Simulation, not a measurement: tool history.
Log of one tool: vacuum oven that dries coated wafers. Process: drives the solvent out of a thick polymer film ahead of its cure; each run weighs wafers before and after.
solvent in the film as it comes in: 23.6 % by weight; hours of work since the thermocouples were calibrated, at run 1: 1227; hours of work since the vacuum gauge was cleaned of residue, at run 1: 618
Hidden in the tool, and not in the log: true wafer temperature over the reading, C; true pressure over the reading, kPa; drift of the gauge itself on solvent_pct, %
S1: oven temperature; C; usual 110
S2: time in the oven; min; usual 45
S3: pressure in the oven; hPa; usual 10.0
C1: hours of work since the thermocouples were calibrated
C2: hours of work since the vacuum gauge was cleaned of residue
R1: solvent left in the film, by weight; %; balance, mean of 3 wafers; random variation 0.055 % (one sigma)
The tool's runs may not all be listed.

run,day,S1,S2,S3,C1,C2,R1
1,0.000,110,45,10.0,1227,618,2.81
2,0.712,110,45,10.0,1238,629,2.85
3,1.300,110,45,10.0,1247,638,2.81
4,2.312,110,45,10.0,1262,653,2.80
5,3.308,110,45,10.0,1277,668,2.88
6,3.950,110,45,10.0,1286,677,2.86
7,4.583,110,45,10.0,1296,686,2.87
8,5.204,110,45,10.0,1305,696,2.84
9,5.708,113,45,10.0,1312,703,2.16
10,6.346,113,45,10.0,1322,713,2.06
# day 6.483: oven's thermocouples calibrated
11,6.921,116,45,10.0,7,720,1.42
12,7.388,116,45,10.0,13,727,1.39
13,7.883,101,34,7.2,21,734,7.46
# day 8.212: oven's thermocouples calibrated, once more
14,8.788,110,73,18.2,9,747,1.68
15,9.379,107,45,7.6,17,755,3.99
16,10.167,119,59,24.0,29,767,1.20

Some steps in R1 between neighbouring runs. How much of each would the tool show without its hidden state too (settings, what came in, random variation), and how much is left for the hidden state, with any gauge scatter that isn't in both results?
Run 12 -> 13: S1 116 -> 101, S2 45 -> 34, S3 10.0 -> 7.2. R1 +6.07 %: hidden state -0.43, all else +6.50.
Run 13 -> 14: S1 101 -> 110, S2 34 -> 73, S3 7.2 -> 18.2, oven's thermocouples calibrated, once more. R1 -5.78 %: hidden state +0.80, all else -6.58.

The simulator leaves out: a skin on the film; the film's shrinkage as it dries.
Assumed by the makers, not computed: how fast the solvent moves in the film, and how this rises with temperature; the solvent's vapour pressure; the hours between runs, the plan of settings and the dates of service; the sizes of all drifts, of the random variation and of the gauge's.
